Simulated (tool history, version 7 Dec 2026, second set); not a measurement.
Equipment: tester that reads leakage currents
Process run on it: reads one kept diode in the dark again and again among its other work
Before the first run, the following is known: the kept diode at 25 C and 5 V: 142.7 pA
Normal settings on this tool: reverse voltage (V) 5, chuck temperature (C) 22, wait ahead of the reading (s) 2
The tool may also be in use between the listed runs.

run     day  reverse voltage (V)  chuck temperature (C)  wait ahead of the reading (s)  current that the tester gives (pA)
  1       0                    5                     22                              2                              118.15
  2   2.417                    5                     22                              2                              118.45
  3   3.954                    5                     22                              2                              117.98
  4   7.312                    5                     22                              2                              119.22
  5  10.925                    5                     22                              2                              119.47
  6  12.496                    5                     22                              2                              119.34
  7  14.608                    5                     22                           0.55                              121.96
  8  17.275                    5                     22                           0.55                              122.01
  9  18.925                    5                     22                           0.55                              122.34
 10    20.9                    5                     24                           0.55                              144.58
 11  23.262                    5                     22                              2                              120.91
 12  26.083                    5                     22                              2                               120.9
 13  27.942                    5                     22                           0.34                              125.28
 14  29.633                    5                     22                           2.18                                 121
 15  31.846                    5                     22                           2.18                               121.8
 16  33.746                    5                     22                           2.18                              121.76
 17    35.7                 2.03                     22                           2.18                               88.07
 18  37.558                 2.03                     22                           2.18                               87.77
 19  40.879                    5                     50                              2                             1053.58
 20  42.762                    5                     50                              2                             1058.95
 21  46.317                 1.36                     57                           3.59                             1125.74
 22  48.738                 2.81                     38                           8.09                              358.87
 23  52.021                19.38                     20                              1                              187.33
 24  54.538                19.38                     20                              1                              187.98
 25  57.475                 3.27                     45                              1                              644.64
 26  59.967                 3.27                     45                              1                              645.41
 27  63.338                15.44                     32                            1.2                              419.51
     63.579  -- tester calibrated
 28  64.954                15.44                     32                            1.2                              417.48
 29  67.717                11.76                     36                           2.41                               509.2
 30  70.171                 8.35                     44                           0.78                              827.56
       71.9  -- chuck's temperature calibrated
 31    71.9                 1.14                     45                           3.78                                 422
     73.488  -- tester calibrated, once more
 32  75.258                 1.42                     45                           3.78                              461.22
 33  78.579                 1.42                     45                           3.78                              462.76
 34  81.375                 1.42                     45                           3.78                              462.65
 35  83.842                 2.65                     28                           0.97                              153.71
 36   86.55                10.84                     33                              2                              379.49
 37  88.079                17.78                     22                              2                                 203
 38  90.042                  3.7                     27                           0.72                              161.09
 39  92.817                 5.29                     40                           1.28                              502.91

Below are 3 alternative next runs, each starting from the tool's condition after run 39. Predict each:
  A  94.321                 5.29                     27                           1.28                                   ?
  B  94.321                 16.5                     23                           8.02                                   ?
  C  94.321                11.53                     34                           4.99                                   ?

run  current that the tester gives (pA)
  A                              183.24
  B                              209.69
  C                              417.82
Had the tool no hidden state, the same runs would have come out as:
run  current that the tester gives (pA)
  A                              173.23
  B                              179.05
  C                              396.03

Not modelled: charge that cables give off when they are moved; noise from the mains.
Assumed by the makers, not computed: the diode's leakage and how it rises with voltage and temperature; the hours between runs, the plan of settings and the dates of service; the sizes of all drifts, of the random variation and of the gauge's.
